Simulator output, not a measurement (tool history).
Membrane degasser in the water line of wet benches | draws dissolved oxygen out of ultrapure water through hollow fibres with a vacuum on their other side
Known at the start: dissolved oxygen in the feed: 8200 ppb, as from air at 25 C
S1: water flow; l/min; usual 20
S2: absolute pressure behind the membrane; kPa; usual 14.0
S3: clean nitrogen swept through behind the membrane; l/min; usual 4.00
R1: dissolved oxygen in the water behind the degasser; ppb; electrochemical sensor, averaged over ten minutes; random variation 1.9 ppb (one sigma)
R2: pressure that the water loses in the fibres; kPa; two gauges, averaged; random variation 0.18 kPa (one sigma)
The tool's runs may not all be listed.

run    hour  S1    S2     S3     R1     R2
  1     0.0  20  14.0   4.00  193.0  32.09
  2    39.6  20  14.0   4.00  191.7  32.37
  3    86.5  20  14.0   4.00  194.2  32.41
  4   137.8  20  32.6   4.00  410.7  32.35
  5   164.0  20  32.6   2.63  580.2  32.30
  6   220.0  20   8.7   2.63  163.7  31.94
  7   266.0  20  14.7   2.63  271.9  32.24
  8   319.5  20  14.7   2.63  260.0  31.99
  9   361.6  20  14.7   2.63  268.1  31.97
 10   403.4  20  14.7   2.63  273.4  32.24
 11   448.4  20  14.7   2.63  274.4  32.18
 12   502.3  20  14.7   2.63  264.5  32.50
 13   554.6  20  14.0   4.00  195.6  32.29
 14   604.2  20  14.0   4.00  192.7  31.90
 15   647.2  20  14.0   4.00  195.8  31.96
 16   686.5  20  14.0   4.00  194.9  32.24
 17   730.3  20  14.0   4.00  196.4  32.32
 18   787.3  20  26.1   9.10  186.8  32.19
 19   811.7  22  25.8  11.86  190.4  35.38
 20   861.2  23  10.8   2.77  253.1  37.17
 21   905.5  15  10.8   2.18  146.5  23.84
 22   943.4  15  31.5   9.42  133.0  24.24
 23   975.6  15  31.5   9.42  132.9  24.21
 24  1011.3  15  31.5   9.42  134.1  24.23
 25  1052.1  20  22.0   4.49  268.6  31.93
 26  1081.3  17  22.0   6.35  157.9  27.54
 27  1131.7  20  34.1   6.67  288.2  32.25
 28  1162.9  20  15.5   4.96  183.5  32.24

Forecast run 29:
 29  1191.9  15  24.6  1.93   ?   ?

Run 29 gave R1 408.0 ppb, R2 24.16 kPa.
Without the tool's hidden state the same run would have given R1 393.8 ppb, R2 23.92 kPa.
